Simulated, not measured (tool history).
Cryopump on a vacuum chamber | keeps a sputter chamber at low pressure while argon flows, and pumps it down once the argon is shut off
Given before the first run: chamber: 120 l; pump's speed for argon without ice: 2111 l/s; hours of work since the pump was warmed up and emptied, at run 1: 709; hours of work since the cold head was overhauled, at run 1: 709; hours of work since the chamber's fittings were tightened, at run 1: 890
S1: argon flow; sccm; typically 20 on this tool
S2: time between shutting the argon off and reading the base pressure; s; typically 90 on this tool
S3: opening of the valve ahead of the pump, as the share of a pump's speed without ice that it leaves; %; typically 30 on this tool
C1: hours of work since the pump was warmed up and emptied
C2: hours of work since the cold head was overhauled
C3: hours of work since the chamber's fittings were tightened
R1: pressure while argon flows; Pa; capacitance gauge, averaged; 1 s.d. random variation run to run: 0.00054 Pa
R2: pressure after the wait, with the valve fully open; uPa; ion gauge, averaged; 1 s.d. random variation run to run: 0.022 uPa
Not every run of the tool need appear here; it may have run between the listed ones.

{"run": 1, "hour": 0.0, "S1": 20, "S2": 90, "S3": 30, "C1": 709, "C2": 709, "C3": 890, "R1": 0.0574, "R2": 1.1}
{"run": 2, "hour": 79.2, "S1": 20, "S2": 90, "S3": 30, "C1": 757, "C2": 757, "C3": 938, "R1": 0.0577, "R2": 1.13}
{"run": 3, "hour": 164.0, "S1": 17, "S2": 90, "S3": 30, "C1": 808, "C2": 808, "C3": 989, "R1": 0.0485, "R2": 1.15}
{"run": 4, "hour": 231.6, "S1": 20, "S2": 90, "S3": 30, "C1": 849, "C2": 849, "C3": 1030, "R1": 0.058, "R2": 1.18}
{"run": 5, "hour": 309.7, "S1": 20, "S2": 90, "S3": 30, "C1": 896, "C2": 896, "C3": 1077, "R1": 0.0587, "R2": 1.21}
{"hour": 356.2, "done": "pump warmed up, emptied and cooled again"}
{"run": 6, "hour": 369.4, "S1": 20, "S2": 90, "S3": 30, "C1": 8, "C2": 929, "C3": 1110, "R1": 0.0535, "R2": 1.05}
{"run": 7, "hour": 456.7, "S1": 20, "S2": 90, "S3": 30, "C1": 61, "C2": 981, "C3": 1162, "R1": 0.0539, "R2": 1.08}
{"run": 8, "hour": 548.1, "S1": 20, "S2": 90, "S3": 20, "C1": 116, "C2": 1036, "C3": 1217, "R1": 0.0801, "R2": 1.12}
{"run": 9, "hour": 598.8, "S1": 20, "S2": 90, "S3": 20, "C1": 146, "C2": 1067, "C3": 1248, "R1": 0.0812, "R2": 1.11}
{"run": 10, "hour": 678.9, "S1": 20, "S2": 90, "S3": 20, "C1": 195, "C2": 1115, "C3": 1296, "R1": 0.0809, "R2": 1.14}
{"run": 11, "hour": 759.8, "S1": 9, "S2": 62, "S3": 20, "C1": 243, "C2": 1164, "C3": 1345, "R1": 0.0363, "R2": 1.4}
{"run": 12, "hour": 815.6, "S1": 20, "S2": 51, "S3": 43, "C1": 277, "C2": 1198, "C3": 1379, "R1": 0.039, "R2": 1.62}
{"run": 13, "hour": 860.5, "S1": 25, "S2": 182, "S3": 30, "C1": 304, "C2": 1225, "C3": 1406, "R1": 0.0691, "R2": 1}
{"run": 14, "hour": 909.9, "S1": 25, "S2": 182, "S3": 30, "C1": 334, "C2": 1255, "C3": 1436, "R1": 0.0697, "R2": 0.97}
{"run": 15, "hour": 950.4, "S1": 25, "S2": 182, "S3": 30, "C1": 358, "C2": 1279, "C3": 1460, "R1": 0.0694, "R2": 1.04}
{"run": 16, "hour": 1008.2, "S1": 16, "S2": 90, "S3": 21, "C1": 393, "C2": 1314, "C3": 1495, "R1": 0.0634, "R2": 1.29}
{"run": 17, "hour": 1068.7, "S1": 16, "S2": 90, "S3": 21, "C1": 430, "C2": 1350, "C3": 1531, "R1": 0.0628, "R2": 1.24}
{"run": 18, "hour": 1137.9, "S1": 9, "S2": 90, "S3": 38, "C1": 471, "C2": 1392, "C3": 1573, "R1": 0.0201, "R2": 1.3}
{"run": 19, "hour": 1187.9, "S1": 11, "S2": 117, "S3": 27, "C1": 502, "C2": 1422, "C3": 1603, "R1": 0.0341, "R2": 1.26}
{"run": 20, "hour": 1227.0, "S1": 11, "S2": 117, "S3": 27, "C1": 525, "C2": 1446, "C3": 1627, "R1": 0.0347, "R2": 1.24}

Predict each of these 4 candidate next runs independently; none follows another, all start after run 20:
{"run": "A", "hour": 1310.4, "S1": 13, "S2": 29, "S3": 24, "C1": 575, "C2": 1496, "C3": 1677, "R1": "?", "R2": "?"}
{"run": "B", "hour": 1310.4, "S1": 20, "S2": 90, "S3": 24, "C1": 575, "C2": 1496, "C3": 1677, "R1": "?", "R2": "?"}
{"run": "C", "hour": 1310.4, "S1": 10, "S2": 32, "S3": 17, "C1": 575, "C2": 1496, "C3": 1677, "R1": "?", "R2": "?"}
{"run": "D", "hour": 1310.4, "S1": 38, "S2": 54, "S3": 30, "C1": 575, "C2": 1496, "C3": 1677, "R1": "?", "R2": "?"}

run=A R1=0.0448 R2=2.38
run=B R1=0.0712 R2=1.42
run=C R1=0.0489 R2=2.29
run=D R1=0.1088 R2=1.74
The same runs, with their run-to-run variation unchanged, on a tool lacking any hidden condition would have given:
run=A R1=0.0424 R2=1.6
run=B R1=0.0675 R2=0.63
run=C R1=0.047 R2=1.5
run=D R1=0.1017 R2=0.96
